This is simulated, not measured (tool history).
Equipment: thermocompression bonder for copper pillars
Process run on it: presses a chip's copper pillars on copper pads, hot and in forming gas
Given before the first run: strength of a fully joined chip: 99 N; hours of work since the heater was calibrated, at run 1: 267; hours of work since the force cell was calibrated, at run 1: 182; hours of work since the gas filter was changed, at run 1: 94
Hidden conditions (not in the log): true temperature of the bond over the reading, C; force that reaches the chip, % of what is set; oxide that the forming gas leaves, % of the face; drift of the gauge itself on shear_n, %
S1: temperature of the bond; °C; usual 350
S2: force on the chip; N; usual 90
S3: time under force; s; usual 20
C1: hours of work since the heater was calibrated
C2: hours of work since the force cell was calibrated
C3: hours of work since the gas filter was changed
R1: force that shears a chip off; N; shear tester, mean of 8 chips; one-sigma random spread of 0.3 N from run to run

{"run": 1, "day": 0.0, "S1": 350, "S2": 90, "S3": 20, "C1": 267, "C2": 182, "C3": 94, "R1": 65.3}
{"run": 2, "day": 0.625, "S1": 350, "S2": 90, "S3": 20, "C1": 274, "C2": 189, "C3": 102, "R1": 64.4}
{"run": 3, "day": 1.45, "S1": 350, "S2": 90, "S3": 20, "C1": 284, "C2": 199, "C3": 111, "R1": 65.3}
{"run": 4, "day": 2.229, "S1": 350, "S2": 90, "S3": 20, "C1": 293, "C2": 208, "C3": 120, "R1": 65.0}
{"run": 5, "day": 3.254, "S1": 350, "S2": 73, "S3": 20, "C1": 304, "C2": 219, "C3": 132, "R1": 55.9}
{"run": 6, "day": 4.417, "S1": 350, "S2": 73, "S3": 20, "C1": 318, "C2": 233, "C3": 145, "R1": 55.7}
{"run": 7, "day": 5.096, "S1": 350, "S2": 73, "S3": 20, "C1": 325, "C2": 240, "C3": 153, "R1": 54.7}
{"run": 8, "day": 6.288, "S1": 350, "S2": 73, "S3": 20, "C1": 339, "C2": 254, "C3": 167, "R1": 55.2}
{"run": 9, "day": 7.25, "S1": 350, "S2": 85, "S3": 20, "C1": 350, "C2": 265, "C3": 178, "R1": 61.7}
{"run": 10, "day": 8.1, "S1": 350, "S2": 90, "S3": 20, "C1": 360, "C2": 275, "C3": 187, "R1": 64.3}
{"run": 11, "day": 8.767, "S1": 377, "S2": 101, "S3": 51, "C1": 368, "C2": 283, "C3": 195, "R1": 88.1}
{"run": 12, "day": 9.562, "S1": 322, "S2": 54, "S3": 17, "C1": 377, "C2": 292, "C3": 204, "R1": 31.4}
{"run": 13, "day": 10.646, "S1": 350, "S2": 75, "S3": 10, "C1": 389, "C2": 304, "C3": 216, "R1": 44.1}
{"run": 14, "day": 11.692, "S1": 345, "S2": 57, "S3": 25, "C1": 401, "C2": 316, "C3": 228, "R1": 45.7}
{"run": 15, "day": 12.579, "S1": 338, "S2": 112, "S3": 19, "C1": 411, "C2": 326, "C3": 239, "R1": 66.9}
{"day": 13.492, "done": "forming gas filter changed"}
{"run": 16, "day": 13.971, "S1": 364, "S2": 112, "S3": 44, "C1": 427, "C2": 342, "C3": 5, "R1": 90.1}
{"run": 17, "day": 15.017, "S1": 358, "S2": 133, "S3": 10, "C1": 439, "C2": 354, "C3": 18, "R1": 73.5}
{"run": 18, "day": 16.304, "S1": 334, "S2": 133, "S3": 10, "C1": 454, "C2": 369, "C3": 32, "R1": 64.8}
{"run": 19, "day": 17.542, "S1": 370, "S2": 93, "S3": 11, "C1": 468, "C2": 383, "C3": 46, "R1": 63.6}
{"run": 20, "day": 18.412, "S1": 350, "S2": 86, "S3": 43, "C1": 478, "C2": 393, "C3": 56, "R1": 76.1}

Each run again, without the hidden state but with its own random variation kept:
run=1 R1=67.3
run=2 R1=66.5
run=3 R1=67.6
run=4 R1=67.3
run=5 R1=58.1
run=6 R1=58.1
run=7 R1=57.2
run=8 R1=57.8
run=9 R1=64.6
run=10 R1=67.5
run=11 R1=91.9
run=12 R1=33.5
run=13 R1=46.8
run=14 R1=48.7
run=15 R1=71.0
run=16 R1=90.7
run=17 R1=74.6
run=18 R1=66.2
run=19 R1=65.0
run=20 R1=77.7

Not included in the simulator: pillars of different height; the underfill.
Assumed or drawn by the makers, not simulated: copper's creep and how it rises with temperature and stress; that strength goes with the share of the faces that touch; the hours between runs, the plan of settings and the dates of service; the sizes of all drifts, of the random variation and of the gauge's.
